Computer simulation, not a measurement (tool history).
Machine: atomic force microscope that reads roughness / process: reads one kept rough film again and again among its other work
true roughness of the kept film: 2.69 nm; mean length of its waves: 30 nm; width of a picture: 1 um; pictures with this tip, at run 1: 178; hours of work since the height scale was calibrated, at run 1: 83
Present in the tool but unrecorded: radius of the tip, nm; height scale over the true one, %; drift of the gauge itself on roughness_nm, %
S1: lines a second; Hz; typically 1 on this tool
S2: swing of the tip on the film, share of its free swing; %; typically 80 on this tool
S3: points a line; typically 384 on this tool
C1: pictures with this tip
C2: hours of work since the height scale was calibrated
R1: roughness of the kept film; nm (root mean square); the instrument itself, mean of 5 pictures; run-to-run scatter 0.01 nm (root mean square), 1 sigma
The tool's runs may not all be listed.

| run | hour | S1 | S2 | S3 | C1 | C2 | R1 |
|---|---|---|---|---|---|---|---|
| 1 | 0 | 1 | 80 | 384 | 178 | 83 | 2.137 |
| 2 | 14.6 | 1 | 80 | 384 | 199 | 91 | 2.116 |
| 3 | 21.6 | 1 | 80 | 384 | 208 | 95 | 2.075 |
|  | 24.9 | new tip fitted |
| 4 | 32.4 | 1 | 80 | 384 | 11 | 101 | 2.384 |
| 5 | 44.4 | 1 | 80 | 384 | 28 | 107 | 2.351 |
| 6 | 56.3 | 1 | 80 | 718 | 44 | 114 | 2.359 |
| 7 | 68.8 | 1 | 80 | 384 | 62 | 121 | 2.302 |
| 8 | 84.3 | 0.5 | 80 | 384 | 83 | 130 | 2.327 |
| 9 | 92.4 | 0.5 | 80 | 384 | 95 | 134 | 2.291 |
| 10 | 101.8 | 0.5 | 80 | 384 | 108 | 140 | 2.272 |
| 11 | 113.1 | 0.5 | 80 | 384 | 124 | 146 | 2.244 |
| 12 | 122.7 | 0.5 | 80 | 384 | 137 | 151 | 2.243 |
| 13 | 134.9 | 1 | 80 | 384 | 154 | 158 | 2.17 |
| 14 | 145.4 | 1 | 80 | 384 | 169 | 164 | 2.158 |
| 15 | 160.8 | 0.86 | 77 | 695 | 191 | 173 | 2.162 |
| 16 | 172.3 | 1 | 58 | 258 | 207 | 179 | 2.135 |
|  | 177.3 | new tip fitted |
| 17 | 180.8 | 1 | 58 | 258 | 5 | 184 | 2.448 |
| 18 | 196.5 | 1 | 58 | 258 | 27 | 193 | 2.407 |
| 19 | 207.6 | 1.82 | 80 | 384 | 42 | 199 | 2.249 |
| 20 | 215.3 | 1.82 | 80 | 384 | 53 | 203 | 2.233 |
| 21 | 225.5 | 1.82 | 80 | 384 | 67 | 209 | 2.198 |
| 22 | 237.4 | 3.37 | 61 | 384 | 84 | 216 | 2.25 |
| 23 | 245.8 | 3.37 | 61 | 273 | 96 | 221 | 2.23 |
| 24 | 261 | 2.27 | 62 | 273 | 117 | 229 | 2.213 |
| 25 | 271.5 | 2.24 | 80 | 595 | 132 | 235 | 2.081 |
| 26 | 280.7 | 2.24 | 80 | 595 | 145 | 240 | 2.059 |
| 27 | 292 | 2.24 | 80 | 595 | 160 | 247 | 2.041 |
| 28 | 301.7 | 3.86 | 80 | 451 | 174 | 252 | 1.9 |

3 ways to go on from here, each from the tool as it stands after run 28. What would each give?
| A | 314 | 1.68 | 88 | 811 | 191 | 259 | ? |
| B | 314 | 3.86 | 80 | 813 | 191 | 259 | ? |
| C | 314 | 2.7 | 89 | 951 | 191 | 259 | ? |

| run | R1 |
|---|---|
| A | 1.995 |
| B | 1.873 |
| C | 1.852 |
With no hidden state in the tool, these same runs would have given:
| run | R1 |
|---|---|
| A | 2.278 |
| B | 2.138 |
| C | 2.114 |
